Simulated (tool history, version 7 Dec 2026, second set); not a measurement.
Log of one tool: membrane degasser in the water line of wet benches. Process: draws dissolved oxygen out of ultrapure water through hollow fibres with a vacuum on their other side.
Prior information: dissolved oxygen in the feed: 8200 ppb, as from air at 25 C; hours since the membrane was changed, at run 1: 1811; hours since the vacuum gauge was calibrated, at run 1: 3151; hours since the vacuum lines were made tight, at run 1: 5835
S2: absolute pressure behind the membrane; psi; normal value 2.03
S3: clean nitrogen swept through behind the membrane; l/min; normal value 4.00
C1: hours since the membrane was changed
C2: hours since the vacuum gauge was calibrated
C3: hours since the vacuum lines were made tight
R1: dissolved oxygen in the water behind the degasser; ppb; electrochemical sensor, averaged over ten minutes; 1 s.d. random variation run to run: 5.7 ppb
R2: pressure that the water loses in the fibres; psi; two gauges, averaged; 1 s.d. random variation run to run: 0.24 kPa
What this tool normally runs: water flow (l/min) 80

{"run": 1, "day": 0.0, "water flow (l/min)": 80, "S2": 2.03, "S3": 4.0, "C1": 1811, "C2": 3151, "C3": 5835, "R1": 625.0, "R2": 8.988}
{"run": 2, "day": 1.867, "water flow (l/min)": 80, "S2": 2.03, "S3": 4.0, "C1": 1856, "C2": 3195, "C3": 5880, "R1": 625.5, "R2": 8.987}
{"run": 3, "day": 2.979, "water flow (l/min)": 80, "S2": 2.03, "S3": 4.0, "C1": 1883, "C2": 3222, "C3": 5907, "R1": 641.4, "R2": 8.962}
{"run": 4, "day": 3.971, "water flow (l/min)": 80, "S2": 2.12, "S3": 4.0, "C1": 1907, "C2": 3246, "C3": 5931, "R1": 660.7, "R2": 8.888}
{"run": 5, "day": 4.875, "water flow (l/min)": 80, "S2": 2.12, "S3": 4.0, "C1": 1929, "C2": 3268, "C3": 5952, "R1": 655.3, "R2": 8.884}
{"run": 6, "day": 6.146, "water flow (l/min)": 80, "S2": 2.12, "S3": 4.0, "C1": 1959, "C2": 3298, "C3": 5983, "R1": 653.9, "R2": 8.981}
{"run": 7, "day": 6.992, "water flow (l/min)": 80, "S2": 2.12, "S3": 4.0, "C1": 1979, "C2": 3318, "C3": 6003, "R1": 657.2, "R2": 8.959}
{"run": 8, "day": 8.617, "water flow (l/min)": 80, "S2": 2.12, "S3": 4.0, "C1": 2018, "C2": 3357, "C3": 6042, "R1": 649.5, "R2": 8.952}
{"run": 9, "day": 10.175, "water flow (l/min)": 80, "S2": 2.12, "S3": 4.0, "C1": 2056, "C2": 3395, "C3": 6080, "R1": 658.5, "R2": 8.997}
{"run": 10, "day": 11.583, "water flow (l/min)": 128, "S2": 2.03, "S3": 4.0, "C1": 2089, "C2": 3429, "C3": 6113, "R1": 1057.0, "R2": 14.334}
{"run": 11, "day": 12.617, "water flow (l/min)": 128, "S2": 2.03, "S3": 4.0, "C1": 2114, "C2": 3453, "C3": 6138, "R1": 1051.3, "R2": 14.343}
{"run": 12, "day": 14.179, "water flow (l/min)": 80, "S2": 2.03, "S3": 4.0, "C1": 2152, "C2": 3491, "C3": 6176, "R1": 635.5, "R2": 8.882}
{"run": 13, "day": 15.042, "water flow (l/min)": 70, "S2": 2.03, "S3": 4.0, "C1": 2173, "C2": 3512, "C3": 6196, "R1": 542.7, "R2": 7.812}
{"run": 14, "day": 16.696, "water flow (l/min)": 70, "S2": 2.03, "S3": 4.0, "C1": 2212, "C2": 3551, "C3": 6236, "R1": 549.7, "R2": 7.796}
{"run": 15, "day": 17.621, "water flow (l/min)": 70, "S2": 2.03, "S3": 4.0, "C1": 2234, "C2": 3574, "C3": 6258, "R1": 549.0, "R2": 7.852}
{"run": 16, "day": 18.883, "water flow (l/min)": 78, "S2": 2.03, "S3": 4.0, "C1": 2265, "C2": 3604, "C3": 6288, "R1": 616.2, "R2": 8.728}
{"run": 17, "day": 20.417, "water flow (l/min)": 71, "S2": 3.21, "S3": 2.57, "C1": 2301, "C2": 3641, "C3": 6325, "R1": 1114.8, "R2": 7.934}
{"run": 18, "day": 22.183, "water flow (l/min)": 71, "S2": 3.21, "S3": 2.57, "C1": 2344, "C2": 3683, "C3": 6368, "R1": 1112.6, "R2": 7.948}
{"run": 19, "day": 23.375, "water flow (l/min)": 48, "S2": 2.03, "S3": 4.0, "C1": 2372, "C2": 3712, "C3": 6396, "R1": 347.7, "R2": 5.336}
{"run": 20, "day": 24.229, "water flow (l/min)": 128, "S2": 2.03, "S3": 5.46, "C1": 2393, "C2": 3732, "C3": 6417, "R1": 926.9, "R2": 14.412}
{"run": 21, "day": 25.388, "water flow (l/min)": 128, "S2": 2.03, "S3": 5.46, "C1": 2421, "C2": 3760, "C3": 6445, "R1": 923.7, "R2": 14.293}
{"run": 22, "day": 27.412, "water flow (l/min)": 64, "S2": 2.03, "S3": 7.48, "C1": 2469, "C2": 3809, "C3": 6493, "R1": 331.9, "R2": 7.178}
{"run": 23, "day": 29.042, "water flow (l/min)": 128, "S2": 2.03, "S3": 4.01, "C1": 2509, "C2": 3848, "C3": 6532, "R1": 1052.2, "R2": 14.256}
{"run": 24, "day": 30.633, "water flow (l/min)": 128, "S2": 2.03, "S3": 4.01, "C1": 2547, "C2": 3886, "C3": 6570, "R1": 1059.3, "R2": 14.34}
{"run": 25, "day": 31.683, "water flow (l/min)": 66, "S2": 3.93, "S3": 2.39, "C1": 2572, "C2": 3911, "C3": 6596, "R1": 1345.2, "R2": 7.407}
{"run": 26, "day": 33.471, "water flow (l/min)": 48, "S2": 3.68, "S3": 2.39, "C1": 2615, "C2": 3954, "C3": 6639, "R1": 959.1, "R2": 5.336}
{"run": 27, "day": 35.217, "water flow (l/min)": 127, "S2": 1.25, "S3": 10.61, "C1": 2657, "C2": 3996, "C3": 6680, "R1": 573.6, "R2": 14.26}
{"run": 28, "day": 36.371, "water flow (l/min)": 127, "S2": 1.25, "S3": 10.61, "C1": 2684, "C2": 4024, "C3": 6708, "R1": 580.7, "R2": 14.146}
{"day": 37.496, "done": "seals of the vacuum lines changed"}
{"run": 29, "day": 38.204, "water flow (l/min)": 127, "S2": 1.25, "S3": 10.61, "C1": 2726, "C2": 4066, "C3": 17, "R1": 583.5, "R2": 14.243}
{"run": 30, "day": 39.888, "water flow (l/min)": 78, "S2": 2.03, "S3": 6.04, "C1": 2767, "C2": 4106, "C3": 57, "R1": 480.2, "R2": 8.686}
{"run": 31, "day": 40.762, "water flow (l/min)": 72, "S2": 2.03, "S3": 6.04, "C1": 2788, "C2": 4127, "C3": 78, "R1": 437.8, "R2": 8.07}
{"run": 32, "day": 42.196, "water flow (l/min)": 126, "S2": 3.8, "S3": 4.0, "C1": 2822, "C2": 4161, "C3": 113, "R1": 1630.6, "R2": 14.054}

Here are 4 independent what-if runs from the current tool condition. What would each one return?
{"run": "A", "day": 43.517, "water flow (l/min)": 85, "S2": 3.8, "S3": 8.42, "C1": 2854, "C2": 4193, "C3": 145, "R1": "?", "R2": "?"}
{"run": "B", "day": 43.517, "water flow (l/min)": 61, "S2": 1.99, "S3": 4.65, "C1": 2854, "C2": 4193, "C3": 145, "R1": "?", "R2": "?"}
{"run": "C", "day": 43.517, "water flow (l/min)": 60, "S2": 1.93, "S3": 1.87, "C1": 2854, "C2": 4193, "C3": 145, "R1": "?", "R2": "?"}
{"run": "D", "day": 43.517, "water flow (l/min)": 49, "S2": 2.03, "S3": 4.0, "C1": 2854, "C2": 4193, "C3": 145, "R1": "?", "R2": "?"}

run=A R1=704.2 R2=9.446
run=B R1=405.2 R2=6.830
run=C R1=726.8 R2=6.654
run=D R1=349.8 R2=5.494
Take away the tool's hidden state, keep each run's random variation, and the runs would have read:
run=A R1=704.0 R2=9.445
run=B R1=405.0 R2=6.828
run=C R1=726.6 R2=6.653
run=D R1=349.6 R2=5.493
